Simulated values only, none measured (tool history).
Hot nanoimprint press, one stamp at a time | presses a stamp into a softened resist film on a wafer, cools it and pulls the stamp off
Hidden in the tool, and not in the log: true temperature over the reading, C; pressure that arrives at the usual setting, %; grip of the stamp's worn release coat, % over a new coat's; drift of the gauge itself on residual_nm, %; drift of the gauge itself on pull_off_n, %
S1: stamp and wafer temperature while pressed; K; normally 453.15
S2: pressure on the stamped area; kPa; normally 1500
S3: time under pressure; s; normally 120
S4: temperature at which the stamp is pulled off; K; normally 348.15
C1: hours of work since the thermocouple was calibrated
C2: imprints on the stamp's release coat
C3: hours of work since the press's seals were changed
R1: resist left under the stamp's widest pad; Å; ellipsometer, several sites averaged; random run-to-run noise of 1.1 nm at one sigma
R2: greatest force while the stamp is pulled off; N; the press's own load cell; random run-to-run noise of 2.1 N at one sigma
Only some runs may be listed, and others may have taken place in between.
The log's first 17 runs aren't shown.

run,hour,S1,S2,S3,S4,C1,C2,C3,R1,R2
18,424.5,453.15,1110,119,348.15,238,2279,1095,1916,126
# hour 453.3: stamp cleaned and given a new release coat
19,462.3,453.15,1500,227,339.15,262,45,1120,1319,107
20,487.9,456.15,990,104,349.15,282,171,1140,1903,93
21,505.3,455.15,2260,151,341.15,296,256,1154,1217,101
22,541.7,453.15,1500,209,348.15,324,435,1182,1388,96
# hour 558.5: plate thermocouple calibrated
23,568.7,453.15,1500,198,344.15,8,553,1200,1353,104
24,601.0,451.15,1500,120,348.15,33,712,1226,1778,99
25,631.8,442.15,2100,102,340.15,57,863,1249,2328,111
# hour 650.5: press's hydraulic seals changed and the load cell set to zero
26,662.6,453.15,1130,211,348.15,75,975,9,1469,109
27,698.1,453.15,1130,211,348.15,102,1150,37,1462,110
28,731.2,453.15,1690,211,342.15,128,1313,63,1221,115
29,765.6,453.15,1500,120,348.15,155,1482,89,1614,116
30,803.8,446.15,1490,121,348.15,184,1669,119,2095,115

Each row is a separate what-if for the run after 30, all from the same tool condition, not one after another. Results?
A,841.0,464.15,1470,121,348.15,213,1853,148,?,?
B,841.0,446.15,1490,131,339.15,213,1853,148,?,?
C,841.0,446.15,1490,203,348.15,213,1853,148,?,?
D,841.0,446.15,1490,102,348.15,213,1853,148,?,?

run,R1,R2
A,1046,123
B,2061,131
C,1790,123
D,2222,122
With the hidden condition removed and each run's random variation left untouched, the same runs would have given:
run,R1,R2
A,1020,92
B,2014,99
C,1745,92
D,2176,92
